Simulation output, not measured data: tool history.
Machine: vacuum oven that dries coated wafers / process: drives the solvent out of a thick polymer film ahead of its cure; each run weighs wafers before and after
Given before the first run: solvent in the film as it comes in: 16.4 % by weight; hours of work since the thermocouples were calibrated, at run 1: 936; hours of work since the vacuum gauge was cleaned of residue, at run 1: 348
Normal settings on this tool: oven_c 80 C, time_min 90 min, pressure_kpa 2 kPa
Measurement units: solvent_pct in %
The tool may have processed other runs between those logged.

run   hour  oven_c  time_min  pressure_kpa  hours of work since the thermocouples were calibrated  hours of work since the vacuum gauge was cleaned of residue  solvent_pct
  1      0      80        90             2                                                    936                                                          348         2.39
  2     20      80        90             2                                                    950                                                          363         2.38
  3   32.8      80        90          1.82                                                    959                                                          372         2.33
  4   49.8      80        90             2                                                    971                                                          384         2.37
  5   76.8      80        90             2                                                    990                                                          403         2.38
  6   89.8      80        90             2                                                    999                                                          412         2.38
  7  112.7      80        77             2                                                   1016                                                          428         2.93
  8  127.2      80        90          6.01                                                   1026                                                          438         3.71
  9  145.3      80        90          6.01                                                   1039                                                          451         3.64
 10  166.3      80        90          2.82                                                   1054                                                          466          2.6
 11  181.2      80        90          2.82                                                   1064                                                          477         2.63
 12  205.4      80        84             2                                                   1081                                                          494         2.61
 13  219.1      80        90             2                                                   1091                                                          503         2.33
 14  241.1      80        90          3.33                                                   1106                                                          519         2.78
 15  253.2      80        90          3.33                                                   1115                                                          527         2.81
 16    274      80        74             2                                                   1130                                                          542         3.05
 17  290.9      80        74             2                                                   1142                                                          554         3.04
 18  310.5      79        90             2                                                   1156                                                          568         2.57
 19  329.1      90        90             2                                                   1169                                                          581         0.73
 20  354.5      90        90             2                                                   1187                                                          599         0.75
 21  378.9      90        90             2                                                   1204                                                          616         0.74
 22  394.2      90        90             2                                                   1215                                                          627         0.75
     409.3  -- oven's thermocouples calibrated
 23  421.2      90        90             2                                                      8                                                          645         0.95
 24  440.5      73        90             2                                                     22                                                          659         5.15
 25  466.4      80       110          1.52                                                     40                                                          677         1.97
 26  477.6      80        90             2                                                     48                                                          685         2.78
 27  494.8      80        90             2                                                     60                                                          697         2.82
 28  512.1      80        90             2                                                     73                                                          709         2.78
 29  533.2      80        90             2                                                     88                                                          724         2.79
 30  546.1      72        93          4.08                                                     97                                                          733         6.15
 31  564.4      72        93          4.08                                                    110                                                          746         6.13
 32  580.8      79       111          2.86                                                    121                                                          758         2.58
 33  603.9      77       106          2.86                                                    138                                                          774         3.38
 34  615.9      74        50          2.54                                                    146                                                          783         7.46
 35  640.9      80        52          3.84                                                    164                                                          800         5.56
 36  656.4      80        52          3.84                                                    175                                                          811         5.58
 37  668.5      69        64          1.84                                                    183                                                          820         7.88
 38  685.6      89        97          7.97                                                    195                                                          832         2.52
 39    704      89        97          7.97                                                    208                                                          845         2.52
 40  718.7      89        97          7.97                                                    219                                                          855         2.53
 41  745.4      80        90          1.07                                                    238                                                          874         2.39
 42  763.6      85        98          2.77                                                    251                                                          887         1.62
 43  777.9      80        52             2                                                    261                                                          897         5.05
 44  794.2      74        57          2.75                                                    272                                                          909         6.93
 45    806      82       107          1.83                                                    281                                                          917         1.71
 46  819.1      69        86          1.67                                                    290                                                          926          6.6
 47  841.1      69        86          1.67                                                    305                                                          942         6.53

Run by run, hidden condition taken away, random variation retained:
The hidden state here: true wafer temperature over the reading, C; true pressure over the reading, kPa; drift of the gauge itself on solvent_pct, %.
run  solvent_pct
  1         2.85
  2         2.84
  3         2.79
  4         2.83
  5         2.85
  6         2.85
  7         3.46
  8         4.25
  9         4.18
 10          3.1
 11         3.13
 12         3.14
 13         2.82
 14          3.3
 15         3.33
 16         3.65
 17         3.64
 18         3.12
 19         0.86
 20         0.89
 21         0.87
 22         0.88
 23         0.93
 24         5.22
 25         1.99
 26         2.83
 27         2.87
 28         2.84
 29         2.85
 30         6.26
 31         6.24
 32         2.63
 33         3.46
 34         7.59
 35         5.71
 36         5.74
 37            8
 38         2.54
 39         2.54
 40         2.55
 41         2.49
 42         1.65
 43         5.24
 44         7.11
 45         1.75
 46         6.77
 47         6.71
